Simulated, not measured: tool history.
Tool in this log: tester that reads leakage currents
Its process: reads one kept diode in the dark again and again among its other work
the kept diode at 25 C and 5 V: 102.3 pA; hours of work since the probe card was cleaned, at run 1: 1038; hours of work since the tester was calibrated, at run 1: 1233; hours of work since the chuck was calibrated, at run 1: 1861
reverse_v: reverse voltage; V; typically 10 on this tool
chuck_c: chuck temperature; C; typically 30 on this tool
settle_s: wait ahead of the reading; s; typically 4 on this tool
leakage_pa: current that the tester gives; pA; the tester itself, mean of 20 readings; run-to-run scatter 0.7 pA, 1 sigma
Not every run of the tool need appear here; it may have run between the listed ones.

run,hour,reverse_v,chuck_c,settle_s,hours of work since the probe card was cleaned,hours of work since the tester was calibrated,hours of work since the chuck was calibrated,leakage_pa
1,0,10,30,4,1038,1233,1861,202.38
2,65.5,10,54,4,1069,1264,1892,1308.43
3,131.1,10,54,4,1100,1295,1922,1310.97
4,199.6,10,54,4,1132,1327,1955,1310.72
# hour 235.8: chuck's temperature calibrated
5,254.5,10,54,4,1157,1352,9,1522.99
6,315.8,10,54,4,1186,1380,38,1535.63
7,398.2,8.4,30,4,1224,1419,76,217.09
8,491.8,8.4,30,4,1268,1463,120,215.75
9,567.9,8.4,30,4,1304,1499,156,216.09
10,662.3,10,30,4,1349,1543,200,237.38
11,757,10,30,4,1393,1588,245,236.27
12,836,10,30,4,1430,1625,282,234.27
13,905.8,10,30,4,1463,1657,315,236.15
14,947,10,30,0.41,1482,1677,334,240.4
15,1002.6,10,30,4,1508,1703,360,234.37
16,1047.9,10,30,4,1530,1724,381,234.36
17,1103.3,10,30,4,1556,1750,407,234.57
18,1183,10,30,4,1593,1788,445,233.28
19,1256.5,10,30,4,1627,1822,479,232.41
20,1330.8,10,30,4,1662,1857,514,232.01
21,1390.6,10,30,4,1690,1885,542,232.74
22,1447.8,10,30,4,1717,1912,569,232.91
23,1540.1,6.7,24,4,1761,1955,612,112.41
24,1587.7,13.9,46,1.79,1783,1978,635,971.96
25,1657.8,13.9,46,1.79,1816,2011,668,968.92
26,1699.2,12.1,26,1.79,1835,2030,687,187.57
27,1792.4,12.1,26,1.79,1879,2074,731,187.98
28,1869.2,12.1,26,1.79,1915,2110,767,187.63
29,1920.3,5.3,30,0.62,1939,2134,791,159.74
30,1984.4,5.3,30,0.62,1969,2164,821,160.39
31,2046.6,1.2,30,0.62,1998,2193,850,68.12
32,2109.2,1.2,31,0.62,2028,2222,880,73.47
33,2178.4,9.9,51,0.9,2060,2255,912,1137.97
34,2236.4,2,47,0.9,2088,2282,939,345.95
35,2299.4,2,49,2.18,2117,2312,969,402.1
36,2359.8,2.1,59,2.59,2146,2340,997,855.06
37,2405.4,2.6,49,4,2167,2362,1019,462.75
38,2482.3,2.6,34,3.06,2203,2398,1055,144.27
39,2538.7,1.4,24,0.49,2229,2424,1081,44.66
40,2613.8,1.2,48,0.49,2265,2459,1116,277.2

Measured result minus the same run's result without the hidden state. Both carry the same run-to-run variation, though not necessarily the same gauge scatter:
The hidden state here: stray current of the dirty probe card, pA a volt; current scale over the true one, %; true chuck temperature over the reading, C; drift of the gauge itself on leakage_pa, %.
run,leakage_pa
1,-29.47
2,-207.19
3,-211.08
4,-214.79
5,+7.15
6,+3.7
7,+6
8,+5.37
9,+4.9
10,+5.44
11,+4.86
12,+4.32
13,+3.9
14,+3.6
15,+3.23
16,+2.94
17,+2.59
18,+2.03
19,+1.61
20,+1.2
21,+0.81
22,+0.44
23,+2.2
24,-35.29
25,-37.76
26,+4.43
27,+4.08
28,+3.82
29,-4.29
30,-4.64
31,-3.83
32,-4.49
33,-75.53
34,-26.07
35,-31.56
36,-68.72
37,-37.97
38,-10.4
39,-2.49
40,-25.97

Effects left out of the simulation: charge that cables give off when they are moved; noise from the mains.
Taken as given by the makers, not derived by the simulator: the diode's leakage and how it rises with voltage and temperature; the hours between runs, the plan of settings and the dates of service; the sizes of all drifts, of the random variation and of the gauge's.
